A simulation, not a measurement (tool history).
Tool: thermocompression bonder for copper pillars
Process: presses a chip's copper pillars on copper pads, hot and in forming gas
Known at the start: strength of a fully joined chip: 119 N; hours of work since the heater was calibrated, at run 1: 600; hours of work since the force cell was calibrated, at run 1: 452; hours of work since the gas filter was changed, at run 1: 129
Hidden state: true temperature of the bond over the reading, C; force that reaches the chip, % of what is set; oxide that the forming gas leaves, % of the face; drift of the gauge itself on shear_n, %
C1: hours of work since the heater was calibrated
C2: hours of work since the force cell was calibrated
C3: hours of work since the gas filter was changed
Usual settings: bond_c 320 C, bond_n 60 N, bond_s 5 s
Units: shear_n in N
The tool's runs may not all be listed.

run 1 hour=0 | bond_c=320 bond_n=60 bond_s=5 | C1=600 C2=452 C3=129 | shear_n=74
run 2 hour=51.8 | bond_c=320 bond_n=60 bond_s=5 | C1=621 C2=473 C3=150 | shear_n=74.4
run 3 hour=111.6 | bond_c=320 bond_n=60 bond_s=5 | C1=646 C2=498 C3=175 | shear_n=74.1
run 4 hour=162.9 | bond_c=320 bond_n=60 bond_s=5 | C1=667 C2=519 C3=195 | shear_n=74
run 5 hour=212.3 | bond_c=320 bond_n=60 bond_s=5 | C1=687 C2=539 C3=216 | shear_n=74.3
run 6 hour=249.1 | bond_c=320 bond_n=60 bond_s=5 | C1=702 C2=554 C3=231 | shear_n=73.4
run 7 hour=288 | bond_c=320 bond_n=60 bond_s=5 | C1=718 C2=570 C3=247 | shear_n=73.7
run 8 hour=317.5 | bond_c=320 bond_n=60 bond_s=11 | C1=730 C2=582 C3=259 | shear_n=89.7
run 9 hour=361.2 | bond_c=296 bond_n=60 bond_s=5 | C1=748 C2=600 C3=276 | shear_n=61.7
run 10 hour=405.7 | bond_c=296 bond_n=60 bond_s=5 | C1=766 C2=618 C3=295 | shear_n=61.9
run 11 hour=458.8 | bond_c=296 bond_n=60 bond_s=5 | C1=787 C2=639 C3=316 | shear_n=62
-- hour=513.9 forming gas filter changed
run 12 hour=515.3 | bond_c=308 bond_n=60 bond_s=5 | C1=810 C2=662 C3=1 | shear_n=71.2
run 13 hour=551.9 | bond_c=320 bond_n=60 bond_s=5 | C1=825 C2=677 C3=16 | shear_n=76.9
-- hour=600.4 heater calibrated with a thermocouple chip
run 14 hour=616.5 | bond_c=334 bond_n=60 bond_s=5 | C1=7 C2=703 C3=41 | shear_n=79.6
run 15 hour=653.9 | bond_c=334 bond_n=60 bond_s=5 | C1=22 C2=718 C3=56 | shear_n=78.6
run 16 hour=712.5 | bond_c=334 bond_n=60 bond_s=5 | C1=46 C2=742 C3=80 | shear_n=78.2
run 17 hour=772.5 | bond_c=320 bond_n=60 bond_s=5 | C1=70 C2=766 C3=105 | shear_n=71.7
run 18 hour=814.4 | bond_c=320 bond_n=60 bond_s=5 | C1=87 C2=783 C3=122 | shear_n=72
run 19 hour=882.2 | bond_c=320 bond_n=60 bond_s=5 | C1=115 C2=811 C3=149 | shear_n=71.9
run 20 hour=943.9 | bond_c=320 bond_n=60 bond_s=5 | C1=140 C2=836 C3=175 | shear_n=71.5
run 21 hour=985.6 | bond_c=341 bond_n=71 bond_s=5 | C1=157 C2=853 C3=192 | shear_n=89.1
run 22 hour=1045.6 | bond_c=325 bond_n=55 bond_s=3 | C1=182 C2=878 C3=216 | shear_n=59
run 23 hour=1093.8 | bond_c=325 bond_n=55 bond_s=3 | C1=201 C2=897 C3=236 | shear_n=58.9
run 24 hour=1125.7 | bond_c=293 bond_n=75 bond_s=13 | C1=214 C2=910 C3=249 | shear_n=88.1
run 25 hour=1177.6 | bond_c=337 bond_n=69 bond_s=3 | C1=235 C2=931 C3=270 | shear_n=75.5
run 26 hour=1238.1 | bond_c=337 bond_n=86 bond_s=3 | C1=260 C2=956 C3=295 | shear_n=85.8
run 27 hour=1297.4 | bond_c=337 bond_n=86 bond_s=3 | C1=284 C2=980 C3=319 | shear_n=85.6
run 28 hour=1328.9 | bond_c=299 bond_n=43 bond_s=5 | C1=297 C2=993 C3=332 | shear_n=46.1
-- hour=1343.8 forming gas filter changed
run 29 hour=1379.6 | bond_c=320 bond_n=76 bond_s=3 | C1=318 C2=1014 C3=15 | shear_n=75.9
run 30 hour=1445.8 | bond_c=342 bond_n=76 bond_s=3 | C1=345 C2=1041 C3=42 | shear_n=86
run 31 hour=1497.9 | bond_c=344 bond_n=45 bond_s=6 | C1=366 C2=1062 C3=63 | shear_n=74.3
run 32 hour=1549.1 | bond_c=320 bond_n=49 bond_s=8 | C1=387 C2=1083 C3=84 | shear_n=73.7
run 33 hour=1602.9 | bond_c=307 bond_n=60 bond_s=5 | C1=409 C2=1105 C3=106 | shear_n=67.3
run 34 hour=1642.3 | bond_c=307 bond_n=60 bond_s=5 | C1=425 C2=1121 C3=122 | shear_n=67.7
run 35 hour=1675.6 | bond_c=322 bond_n=40 bond_s=8 | C1=438 C2=1134 C3=135 | shear_n=64.4
run 36 hour=1743.7 | bond_c=291 bond_n=38 bond_s=11 | C1=466 C2=1162 C3=163 | shear_n=53.1
run 37 hour=1803 | bond_c=291 bond_n=38 bond_s=11 | C1=490 C2=1186 C3=187 | shear_n=53.3
run 38 hour=1855 | bond_c=340 bond_n=43 bond_s=8 | C1=512 C2=1208 C3=209 | shear_n=75.7
run 39 hour=1884.6 | bond_c=301 bond_n=68 bond_s=3 | C1=524 C2=1220 C3=221 | shear_n=60.3

3 ways to go on from here, each from the tool as it stands after run 39. What would each give?
run A hour=1939.6 | bond_c=318 bond_n=44 bond_s=5 | C1=546 C2=1242 C3=243 | shear_n=?
run B hour=1939.6 | bond_c=320 bond_n=40 bond_s=12 | C1=546 C2=1242 C3=243 | shear_n=?
run C hour=1939.6 | bond_c=342 bond_n=60 bond_s=3 | C1=546 C2=1242 C3=243 | shear_n=?

run=A shear_n=56.8
run=B shear_n=71.8
run=C shear_n=72.9
Without the tool's hidden state the same runs would have given:
run=A shear_n=54.3
run=B shear_n=69.5
run=C shear_n=70.9
